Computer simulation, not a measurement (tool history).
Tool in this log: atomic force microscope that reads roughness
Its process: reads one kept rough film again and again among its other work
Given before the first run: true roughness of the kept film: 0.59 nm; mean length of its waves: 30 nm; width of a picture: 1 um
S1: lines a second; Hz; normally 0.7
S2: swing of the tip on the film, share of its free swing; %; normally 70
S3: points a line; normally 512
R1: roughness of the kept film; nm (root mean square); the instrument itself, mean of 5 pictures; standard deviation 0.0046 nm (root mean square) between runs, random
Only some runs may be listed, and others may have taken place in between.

Run 1, day 0: usual settings. Result: R1 0.513 nm (root mean square).
At day 0.4: new tip fitted.
Run 2, day 0.912: usual settings but S3 306. Result: R1 0.535 nm (root mean square).
Run 3, day 1.725: usual settings but S3 306. Result: R1 0.523 nm (root mean square).
Run 4, day 2.646: usual settings. Result: R1 0.527 nm (root mean square).
Run 5, day 3.275: usual settings. Result: R1 0.526 nm (root mean square).
Run 6, day 4.304: usual settings. Result: R1 0.519 nm (root mean square).
At day 5.338: new tip fitted.
Run 7, day 5.475: usual settings. Result: R1 0.551 nm (root mean square).
Run 8, day 6.271: usual settings. Result: R1 0.544 nm (root mean square).
Run 9, day 7.412: usual settings. Result: R1 0.528 nm (root mean square).
Run 10, day 8.638: usual settings. Result: R1 0.517 nm (root mean square).
Run 11, day 9.267: usual settings but S2 69 %. Result: R1 0.519 nm (root mean square).
At day 10.296: new tip fitted.
Run 12, day 10.467: usual settings but S2 69 %. Result: R1 0.548 nm (root mean square).
Run 13, day 11.333: usual settings but S2 69 %. Result: R1 0.532 nm (root mean square).
Run 14, day 12.371: usual settings but S3 584. Result: R1 0.53 nm (root mean square).
Run 15, day 13.571: usual settings. Result: R1 0.514 nm (root mean square).
Run 16, day 14.783: usual settings but S2 60 %. Result: R1 0.517 nm (root mean square).
At day 15.275: new tip fitted.
Run 17, day 15.346: usual settings but S2 60 %. Result: R1 0.559 nm (root mean square).
Run 18, day 16.508: usual settings but S2 60 %. Result: R1 0.545 nm (root mean square).
Run 19, day 17.438: usual settings but S2 60 %. Result: R1 0.541 nm (root mean square).
Run 20, day 18.158: usual settings but S2 76 %. Result: R1 0.516 nm (root mean square).
Run 21, day 19.017: usual settings but S3 828. Result: R1 0.522 nm (root mean square).
Run 22, day 19.629: usual settings but S3 828. Result: R1 0.513 nm (root mean square).
At day 20.229: new tip fitted.
Run 23, day 20.654: usual settings but S3 828. Result: R1 0.542 nm (root mean square).
Run 24, day 21.15: usual settings but S1 1.742 Hz, S3 314. Result: R1 0.511 nm (root mean square).
Run 25, day 21.942: usual settings but S1 1.742 Hz, S3 314. Result: R1 0.506 nm (root mean square).
Run 26, day 22.892: usual settings but S1 1.742 Hz, S3 314. Result: R1 0.493 nm (root mean square).
Run 27, day 23.683: usual settings but S1 1.742 Hz, S3 314. Result: R1 0.491 nm (root mean square).
Run 28, day 24.667: usual settings but S1 1.155 Hz, S3 515. Result: R1 0.497 nm (root mean square).
At day 25.204: new tip fitted.
Run 29, day 25.679: usual settings but S1 0.783 Hz, S2 60 %, S3 685. Result: R1 0.542 nm (root mean square).
Run 30, day 26.367: usual settings but S1 0.783 Hz, S2 60 %, S3 685. Result: R1 0.543 nm (root mean square).
Run 31, day 27.342: usual settings but S1 0.783 Hz, S2 56 %, S3 387. Result: R1 0.537 nm (root mean square).
Run 32, day 27.892: usual settings but S1 3.013 Hz, S2 78 %, S3 632. Result: R1 0.433 nm (root mean square).
Run 33, day 28.754: usual settings but S2 86 %, S3 612. Result: R1 0.503 nm (root mean square).
Run 34, day 29.812: usual settings but S1 1.218 Hz, S2 74 %, S3 986. Result: R1 0.493 nm (root mean square).
At day 30.171: new tip fitted.
Run 35, day 30.412: usual settings but S1 0.928 Hz, S2 84 %, S3 953. Result: R1 0.51 nm (root mean square).
Run 36, day 31.438: usual settings but S1 0.527 Hz, S2 68 %, S3 320. Result: R1 0.546 nm (root mean square).
Run 37, day 32.021: usual settings but S1 0.911 Hz, S2 86 %. Result: R1 0.498 nm (root mean square).
Run 38, day 32.725: usual settings but S1 0.911 Hz, S2 86 %. Result: R1 0.494 nm (root mean square).
Run 39, day 33.233: usual settings but S1 0.911 Hz, S2 86 %. Result: R1 0.493 nm (root mean square).
Run 40, day 33.888: usual settings but S1 0.911 Hz, S2 86 %. Result: R1 0.486 nm (root mean square).
Run 41, day 34.621: usual settings but S1 3.145 Hz, S2 58 %, S3 509. Result: R1 0.494 nm (root mean square).
At day 35.15: new tip fitted.
Run 42, day 35.25: usual settings but S1 3.145 Hz, S2 58 %, S3 509. Result: R1 0.52 nm (root mean square).

Each row is a separate what-if for the run after 42, all from the same tool condition, not one after another. Results?
Run A, day 36.417: usual settings but S1 0.901 Hz, S2 58 %, S3 292. Result: R1 ?.
Run B, day 36.417: usual settings but S1 0.517 Hz, S2 58 %, S3 509. Result: R1 ?.
Run C, day 36.417: usual settings but S1 0.619 Hz, S3 294. Result: R1 ?.

run     R1
  A   0.54
  B  0.554
  C   0.53
Without the tool's unlogged condition, the same runs would have read:
run     R1
  A  0.556
  B   0.57
  C  0.545
